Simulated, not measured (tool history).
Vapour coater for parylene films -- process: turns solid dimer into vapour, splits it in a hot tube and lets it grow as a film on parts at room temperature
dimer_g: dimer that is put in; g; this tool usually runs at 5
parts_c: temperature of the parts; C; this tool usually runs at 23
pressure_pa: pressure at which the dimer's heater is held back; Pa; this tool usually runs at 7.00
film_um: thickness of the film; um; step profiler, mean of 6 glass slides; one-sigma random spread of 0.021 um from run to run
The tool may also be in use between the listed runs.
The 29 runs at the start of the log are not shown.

{"run": 30, "hour": 1745.0, "dimer_g": 5, "parts_c": 20, "pressure_pa": 2.33, "film_um": 0.89}
{"run": 31, "hour": 1796.6, "dimer_g": 5, "parts_c": 20, "pressure_pa": 2.33, "film_um": 0.85}
{"run": 32, "hour": 1873.9, "dimer_g": 5, "parts_c": 20, "pressure_pa": 2.33, "film_um": 0.87}
{"hour": 1943.8, "done": "trap's valve overhauled"}
{"run": 33, "hour": 1948.4, "dimer_g": 5, "parts_c": 20, "pressure_pa": 2.33, "film_um": 0.97}
{"run": 34, "hour": 2003.7, "dimer_g": 5, "parts_c": 17, "pressure_pa": 2.74, "film_um": 0.97}
{"run": 35, "hour": 2072.7, "dimer_g": 5, "parts_c": 17, "pressure_pa": 2.74, "film_um": 1.0}
{"run": 36, "hour": 2127.9, "dimer_g": 5, "parts_c": 17, "pressure_pa": 2.74, "film_um": 0.99}
{"run": 37, "hour": 2162.2, "dimer_g": 4, "parts_c": 25, "pressure_pa": 7.0, "film_um": 0.64}
{"run": 38, "hour": 2237.4, "dimer_g": 5, "parts_c": 31, "pressure_pa": 11.25, "film_um": 0.69}
{"run": 39, "hour": 2274.5, "dimer_g": 3, "parts_c": 28, "pressure_pa": 11.25, "film_um": 0.42}

Estimate the outcome of run 40 from the log above:
{"run": 40, "hour": 2345.1, "dimer_g": 5, "parts_c": 23, "pressure_pa": 6.14, "film_um": "?"}

Run 40 produced film_um 0.79 um.
With no hidden state in the tool, this same run would have given film_um 0.88 um.
